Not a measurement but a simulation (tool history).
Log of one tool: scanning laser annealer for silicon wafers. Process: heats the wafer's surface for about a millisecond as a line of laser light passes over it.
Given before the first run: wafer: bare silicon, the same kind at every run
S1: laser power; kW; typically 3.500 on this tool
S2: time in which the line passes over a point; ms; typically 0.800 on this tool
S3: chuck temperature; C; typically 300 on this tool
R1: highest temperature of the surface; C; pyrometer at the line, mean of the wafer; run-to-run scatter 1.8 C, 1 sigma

{"run": 1, "hour": 0.0, "S1": 3.5, "S2": 0.8, "S3": 300, "R1": 1029}
{"run": 2, "hour": 7.8, "S1": 3.5, "S2": 0.8, "S3": 262, "R1": 990}
{"run": 3, "hour": 13.9, "S1": 3.5, "S2": 0.8, "S3": 261, "R1": 989}
{"run": 4, "hour": 21.8, "S1": 3.5, "S2": 0.8, "S3": 261, "R1": 987}
{"run": 5, "hour": 28.1, "S1": 3.5, "S2": 0.8, "S3": 261, "R1": 988}
{"run": 6, "hour": 34.3, "S1": 3.5, "S2": 0.8, "S3": 261, "R1": 987}
{"run": 7, "hour": 41.6, "S1": 3.5, "S2": 0.8, "S3": 261, "R1": 987}
{"run": 8, "hour": 47.8, "S1": 3.5, "S2": 0.8, "S3": 300, "R1": 1024}
{"run": 9, "hour": 54.7, "S1": 3.5, "S2": 0.8, "S3": 300, "R1": 1025}
{"run": 10, "hour": 60.1, "S1": 3.5, "S2": 0.8, "S3": 300, "R1": 1026}
{"run": 11, "hour": 67.3, "S1": 3.5, "S2": 0.8, "S3": 306, "R1": 1031}
{"run": 12, "hour": 75.2, "S1": 3.5, "S2": 0.8, "S3": 306, "R1": 1033}
{"run": 13, "hour": 82.1, "S1": 3.5, "S2": 0.8, "S3": 306, "R1": 1034}
{"run": 14, "hour": 91.3, "S1": 3.5, "S2": 0.8, "S3": 306, "R1": 1030}
{"run": 15, "hour": 96.8, "S1": 3.415, "S2": 0.8, "S3": 300, "R1": 1006}
{"run": 16, "hour": 104.3, "S1": 3.5, "S2": 0.8, "S3": 300, "R1": 1025}
{"run": 17, "hour": 108.2, "S1": 3.5, "S2": 0.8, "S3": 300, "R1": 1025}
{"run": 18, "hour": 115.2, "S1": 3.5, "S2": 0.865, "S3": 300, "R1": 1048}
{"run": 19, "hour": 121.2, "S1": 3.5, "S2": 0.8, "S3": 272, "R1": 996}
{"run": 20, "hour": 128.6, "S1": 3.659, "S2": 0.8, "S3": 300, "R1": 1064}
{"run": 21, "hour": 137.3, "S1": 3.659, "S2": 0.8, "S3": 300, "R1": 1063}
{"run": 22, "hour": 146.3, "S1": 3.31, "S2": 0.68, "S3": 262, "R1": 897}
{"run": 23, "hour": 152.1, "S1": 3.31, "S2": 0.68, "S3": 262, "R1": 897}
{"run": 24, "hour": 159.8, "S1": 3.05, "S2": 0.889, "S3": 335, "R1": 981}
{"run": 25, "hour": 165.8, "S1": 3.05, "S2": 0.889, "S3": 335, "R1": 982}
{"run": 26, "hour": 169.8, "S1": 3.05, "S2": 0.889, "S3": 335, "R1": 980}
{"run": 27, "hour": 176.1, "S1": 2.995, "S2": 0.763, "S3": 317, "R1": 909}
{"run": 28, "hour": 182.3, "S1": 2.995, "S2": 0.763, "S3": 317, "R1": 910}
{"run": 29, "hour": 186.3, "S1": 3.436, "S2": 0.763, "S3": 303, "R1": 999}
{"run": 30, "hour": 192.3, "S1": 3.436, "S2": 0.763, "S3": 303, "R1": 999}
{"run": 31, "hour": 196.4, "S1": 3.058, "S2": 0.936, "S3": 321, "R1": 985}
{"run": 32, "hour": 201.6, "S1": 3.053, "S2": 0.855, "S3": 306, "R1": 945}
{"run": 33, "hour": 210.6, "S1": 3.565, "S2": 0.8, "S3": 326, "R1": 1065}
{"run": 34, "hour": 214.9, "S1": 3.565, "S2": 0.8, "S3": 326, "R1": 1066}
{"run": 35, "hour": 220.6, "S1": 3.565, "S2": 0.8, "S3": 321, "R1": 1058}
{"run": 36, "hour": 224.3, "S1": 3.565, "S2": 0.8, "S3": 321, "R1": 1058}
{"run": 37, "hour": 228.9, "S1": 3.565, "S2": 0.8, "S3": 321, "R1": 1054}
{"run": 38, "hour": 233.5, "S1": 3.565, "S2": 0.74, "S3": 309, "R1": 1023}
{"run": 39, "hour": 238.2, "S1": 3.847, "S2": 0.619, "S3": 329, "R1": 1047}
{"run": 40, "hour": 243.1, "S1": 3.847, "S2": 0.619, "S3": 329, "R1": 1049}

Each row is a separate what-if for the run after 40, all from the same tool condition, not one after another. Results?
{"run": "A", "hour": 252.3, "S1": 3.742, "S2": 0.8, "S3": 300, "R1": "?"}
{"run": "B", "hour": 252.3, "S1": 3.5, "S2": 0.8, "S3": 281, "R1": "?"}
{"run": "C", "hour": 252.3, "S1": 3.5, "S2": 0.591, "S3": 300, "R1": "?"}
{"run": "D", "hour": 252.3, "S1": 3.5, "S2": 0.602, "S3": 300, "R1": "?"}

run=A R1=1078
run=B R1=1004
run=C R1=931
run=D R1=937
With the hidden condition removed and each run's random variation left untouched, the same runs would have given:
run=A R1=1095
run=B R1=1019
run=C R1=944
run=D R1=950
